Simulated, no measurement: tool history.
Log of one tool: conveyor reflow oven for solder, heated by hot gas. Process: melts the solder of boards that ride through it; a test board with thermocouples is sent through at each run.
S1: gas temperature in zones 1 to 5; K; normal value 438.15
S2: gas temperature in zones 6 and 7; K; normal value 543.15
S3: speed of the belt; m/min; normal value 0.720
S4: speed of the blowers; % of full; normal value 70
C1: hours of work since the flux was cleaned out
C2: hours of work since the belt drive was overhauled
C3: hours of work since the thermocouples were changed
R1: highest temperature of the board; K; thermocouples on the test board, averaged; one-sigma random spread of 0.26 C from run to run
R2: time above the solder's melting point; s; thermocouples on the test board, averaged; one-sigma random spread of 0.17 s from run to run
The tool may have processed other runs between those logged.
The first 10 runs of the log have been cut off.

Run 11, hour 561.0: usual settings; C1 230; C2 1110; C3 1379. Result: R1 527.75 K, R2 36.5 s.
At hour 575.5: flux residue cleaned out of gas plates and filters.
Run 12, hour 632.3: usual settings; C1 30; C2 1144; C3 1414. Result: R1 529.35 K, R2 37.5 s.
At hour 642.9: thermocouples of zones 6 and 7 changed.
Run 13, hour 667.7: usual settings; C1 47; C2 1162; C3 13. Result: R1 525.25 K, R2 35.2 s.
Run 14, hour 735.3: usual settings; C1 82; C2 1197; C3 48. Result: R1 524.65 K, R2 35.3 s.
Run 15, hour 797.5: usual settings but S3 0.794 m/min; C1 115; C2 1229; C3 81. Result: R1 521.25 K, R2 29.5 s.
Run 16, hour 831.5: usual settings but S3 0.794 m/min; C1 132; C2 1247; C3 98. Result: R1 520.95 K, R2 29.8 s.
Run 17, hour 904.8: usual settings but S2 554.15 K, S3 0.582 m/min; C1 171; C2 1285; C3 136. Result: R1 541.25 K, R2 52.7 s.
Run 18, hour 944.6: usual settings but S2 554.15 K, S3 0.582 m/min; C1 191; C2 1306; C3 157. Result: R1 541.05 K, R2 53.0 s.
Run 19, hour 983.5: usual settings but S2 533.15 K, S3 0.582 m/min; C1 212; C2 1326; C3 177. Result: R1 521.85 K, R2 44.1 s.
Run 20, hour 1026.1: usual settings but S1 430.15 K, S2 548.15 K, S4 51 % of full; C1 234; C2 1348; C3 200. Result: R1 519.45 K, R2 29.5 s.
At hour 1034.4: flux residue cleaned out of gas plates and filters.
Run 21, hour 1083.8: usual settings but S1 430.15 K, S2 548.15 K, S4 51 % of full; C1 26; C2 1376; C3 227. Result: R1 521.05 K, R2 30.8 s.
Run 22, hour 1130.6: usual settings but S1 430.15 K, S2 548.15 K, S4 51 % of full; C1 50; C2 1400; C3 251. Result: R1 520.85 K, R2 30.8 s.
Run 23, hour 1180.0: usual settings but S1 435.15 K, S2 553.15 K, S3 0.646 m/min, S4 88 % of full; C1 76; C2 1426; C3 277. Result: R1 541.65 K, R2 47.6 s.
Run 24, hour 1226.8: usual settings but S2 533.15 K; C1 100; C2 1450; C3 302. Result: R1 516.95 K, R2 31.1 s.
Run 25, hour 1286.8: usual settings but S1 450.15 K, S2 544.15 K, S4 69 % of full; C1 132; C2 1482; C3 333. Result: R1 528.05 K, R2 40.1 s.

The next listed run, before its measurement:
Run 26, hour 1350.9: usual settings but S1 450.15 K, S2 547.15 K, S3 0.711 m/min, S4 85 % of full; C1 165; C2 1515; C3 366. Result: R1 ?, R2 ?.

R1: 533.95 K
R2: 43.3 s
Minus the tool's unlogged condition, the same run would have read R1 533.65 K, R2 42.4 s.
